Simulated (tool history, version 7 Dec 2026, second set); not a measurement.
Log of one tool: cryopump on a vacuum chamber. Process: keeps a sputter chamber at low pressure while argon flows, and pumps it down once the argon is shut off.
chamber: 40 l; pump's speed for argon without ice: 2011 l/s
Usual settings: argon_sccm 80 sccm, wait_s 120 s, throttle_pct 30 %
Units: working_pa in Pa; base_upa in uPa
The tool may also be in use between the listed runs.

Run 1, hour 0: usual settings. Result: working_pa 0.2295 Pa, base_upa 0.85 uPa.
Run 2, hour 28.3: usual settings. Result: working_pa 0.2321 Pa, base_upa 0.86 uPa.
Run 3, hour 65.2: usual settings. Result: working_pa 0.2307 Pa, base_upa 0.88 uPa.
Run 4, hour 85.7: usual settings. Result: working_pa 0.2325 Pa, base_upa 0.89 uPa.
Run 5, hour 123.3: usual settings but argon_sccm 43 sccm. Result: working_pa 0.1239 Pa, base_upa 0.9 uPa.
Run 6, hour 149.3: usual settings but argon_sccm 35 sccm. Result: working_pa 0.1034 Pa, base_upa 0.86 uPa.
Run 7, hour 170.4: usual settings but argon_sccm 35 sccm. Result: working_pa 0.1012 Pa, base_upa 0.88 uPa.
Run 8, hour 192.1: usual settings but throttle_pct 17 %. Result: working_pa 0.4044 Pa, base_upa 0.91 uPa.
Run 9, hour 226.2: usual settings but throttle_pct 17 %. Result: working_pa 0.408 Pa, base_upa 0.92 uPa.
Run 10, hour 262.8: usual settings. Result: working_pa 0.2325 Pa, base_upa 0.94 uPa.
Run 11, hour 286.4: usual settings. Result: working_pa 0.2335 Pa, base_upa 0.92 uPa.
Run 12, hour 322.9: usual settings. Result: working_pa 0.2328 Pa, base_upa 0.95 uPa.
Run 13, hour 340.7: usual settings. Result: working_pa 0.2347 Pa, base_upa 0.96 uPa.
Run 14, hour 360.9: usual settings. Result: working_pa 0.2337 Pa, base_upa 0.97 uPa.
Run 15, hour 381.3: usual settings. Result: working_pa 0.2342 Pa, base_upa 0.91 uPa.
Run 16, hour 411.9: usual settings. Result: working_pa 0.2339 Pa, base_upa 0.93 uPa.
Run 17, hour 444.8: usual settings but argon_sccm 61 sccm, wait_s 214 s, throttle_pct 56 %. Result: working_pa 0.1004 Pa, base_upa 0.78 uPa.
Run 18, hour 476.3: usual settings but argon_sccm 61 sccm, wait_s 214 s, throttle_pct 56 %. Result: working_pa 0.1009 Pa, base_upa 0.78 uPa.
Run 19, hour 515.6: usual settings but argon_sccm 62 sccm, wait_s 47 s, throttle_pct 24 %. Result: working_pa 0.2254 Pa, base_upa 1.58 uPa.
Run 20, hour 549.4: usual settings but argon_sccm 48 sccm, wait_s 47 s, throttle_pct 24 %. Result: working_pa 0.1752 Pa, base_upa 1.62 uPa.
Run 21, hour 581.9: usual settings but argon_sccm 53 sccm, wait_s 32 s, throttle_pct 24 %. Result: working_pa 0.1935 Pa, base_upa 2.11 uPa.
Run 22, hour 612: usual settings but argon_sccm 53 sccm, wait_s 32 s, throttle_pct 24 %. Result: working_pa 0.1927 Pa, base_upa 2.14 uPa.
Run 23, hour 640.5: usual settings but argon_sccm 53 sccm, wait_s 32 s, throttle_pct 24 %. Result: working_pa 0.1918 Pa, base_upa 2.09 uPa.
Run 24, hour 676.9: usual settings but argon_sccm 58 sccm, wait_s 56 s, throttle_pct 24 %. Result: working_pa 0.2121 Pa, base_upa 1.45 uPa.
Run 25, hour 704.9: usual settings but argon_sccm 58 sccm, wait_s 110 s, throttle_pct 22 %. Result: working_pa 0.2314 Pa, base_upa 1.11 uPa.
Run 26, hour 729.7: usual settings but argon_sccm 58 sccm, wait_s 110 s, throttle_pct 22 %. Result: working_pa 0.2287 Pa, base_upa 1.04 uPa.
Run 27, hour 768.4: usual settings but argon_sccm 154 sccm, wait_s 61 s. Result: working_pa 0.4567 Pa, base_upa 1.44 uPa.
Run 28, hour 786.2: usual settings but argon_sccm 117 sccm, wait_s 83 s, throttle_pct 19 %. Result: working_pa 0.5352 Pa, base_upa 1.25 uPa.
Run 29, hour 813.4: usual settings but argon_sccm 69 sccm, throttle_pct 31 %. Result: working_pa 0.1995 Pa, base_upa 1.03 uPa.

4 ways to go on from here, each from the tool as it stands after run 29. What would each give?
Run A, hour 855.6: usual settings but argon_sccm 149 sccm, wait_s 192 s, throttle_pct 20 %. Result: working_pa ?, base_upa ?.
Run B, hour 855.6: usual settings but argon_sccm 42 sccm, throttle_pct 26 %. Result: working_pa ?, base_upa ?.
Run C, hour 855.6: usual settings but argon_sccm 149 sccm, throttle_pct 22 %. Result: working_pa ?, base_upa ?.
Run D, hour 855.6: usual settings but argon_sccm 96 sccm, wait_s 109 s, throttle_pct 43 %. Result: working_pa ?, base_upa ?.

run  working_pa  base_upa
  A      0.6542       0.9
  B      0.1434      1.06
  C       0.597      1.08
  D      0.2019       1.1
Without the tool's hidden state the same runs would have given:
run  working_pa  base_upa
  A      0.6292      0.38
  B      0.1364      0.54
  C       0.572      0.55
  D       0.186      0.59
